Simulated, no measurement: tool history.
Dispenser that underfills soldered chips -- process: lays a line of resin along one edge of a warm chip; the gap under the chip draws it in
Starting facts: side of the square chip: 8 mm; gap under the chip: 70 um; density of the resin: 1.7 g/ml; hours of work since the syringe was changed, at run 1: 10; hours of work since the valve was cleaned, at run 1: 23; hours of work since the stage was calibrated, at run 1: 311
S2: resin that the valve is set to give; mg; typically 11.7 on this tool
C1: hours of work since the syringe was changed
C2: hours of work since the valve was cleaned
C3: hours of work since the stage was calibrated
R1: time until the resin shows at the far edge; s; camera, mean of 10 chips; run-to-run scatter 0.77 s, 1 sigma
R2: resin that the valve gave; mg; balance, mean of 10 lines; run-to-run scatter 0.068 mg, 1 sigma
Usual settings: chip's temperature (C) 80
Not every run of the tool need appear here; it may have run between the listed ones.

{"run": 1, "day": 0.0, "chip's temperature (C)": 80, "S2": 11.7, "C1": 10, "C2": 23, "C3": 311, "R1": 103.2, "R2": 11.44}
{"day": 0.104, "done": "new syringe of resin"}
{"run": 2, "day": 0.367, "chip's temperature (C)": 80, "S2": 11.7, "C1": 4, "C2": 29, "C3": 317, "R1": 85.9, "R2": 11.44}
{"run": 3, "day": 0.658, "chip's temperature (C)": 80, "S2": 11.7, "C1": 9, "C2": 33, "C3": 322, "R1": 102.2, "R2": 11.32}
{"day": 0.8, "done": "new syringe of resin"}
{"run": 4, "day": 1.188, "chip's temperature (C)": 78, "S2": 11.7, "C1": 6, "C2": 42, "C3": 330, "R1": 101.3, "R2": 11.15}
{"day": 1.512, "done": "new syringe of resin"}
{"run": 5, "day": 1.6, "chip's temperature (C)": 78, "S2": 11.7, "C1": 1, "C2": 48, "C3": 337, "R1": 85.2, "R2": 11.14}
{"run": 6, "day": 2.067, "chip's temperature (C)": 78, "S2": 11.7, "C1": 9, "C2": 56, "C3": 344, "R1": 110.3, "R2": 11.13}
{"day": 2.188, "done": "new syringe of resin"}
{"run": 7, "day": 2.683, "chip's temperature (C)": 78, "S2": 11.7, "C1": 8, "C2": 66, "C3": 354, "R1": 108.3, "R2": 11.02}
{"day": 2.883, "done": "new syringe of resin"}
{"run": 8, "day": 3.112, "chip's temperature (C)": 78, "S2": 11.7, "C1": 4, "C2": 72, "C3": 360, "R1": 93, "R2": 10.75}
{"run": 9, "day": 3.467, "chip's temperature (C)": 84, "S2": 14.3, "C1": 9, "C2": 78, "C3": 366, "R1": 82.6, "R2": 13.26}
{"day": 3.583, "done": "new syringe of resin"}
{"run": 10, "day": 4.088, "chip's temperature (C)": 80, "S2": 14.3, "C1": 8, "C2": 88, "C3": 376, "R1": 98.5, "R2": 13.08}

4 ways to go on from here, each from the tool as it stands after run 10. What would each give?
{"day": 4.292, "done": "new syringe of resin"}
{"run": "A", "day": 4.6, "chip's temperature (C)": 82, "S2": 11.1, "C1": 5, "C2": 96, "C3": 384, "R1": "?", "R2": "?"}
{"day": 4.292, "done": "new syringe of resin"}
{"run": "B", "day": 4.6, "chip's temperature (C)": 75, "S2": 10.4, "C1": 5, "C2": 96, "C3": 384, "R1": "?", "R2": "?"}
{"day": 4.292, "done": "new syringe of resin"}
{"run": "C", "day": 4.6, "chip's temperature (C)": 93, "S2": 11.7, "C1": 5, "C2": 96, "C3": 384, "R1": "?", "R2": "?"}
{"day": 4.292, "done": "new syringe of resin"}
{"run": "D", "day": 4.6, "chip's temperature (C)": 86, "S2": 11.2, "C1": 5, "C2": 96, "C3": 384, "R1": "?", "R2": "?"}

run=A R1=81.6 R2=9.95
run=B R1=117.3 R2=9.46
run=C R1=50.9 R2=10.59
run=D R1=69.3 R2=10.25
Without the tool's hidden state the same runs would have given:
run=A R1=63.9 R2=11
run=B R1=91.1 R2=10.45
run=C R1=40.2 R2=11.7
run=D R1=54.5 R2=11.31
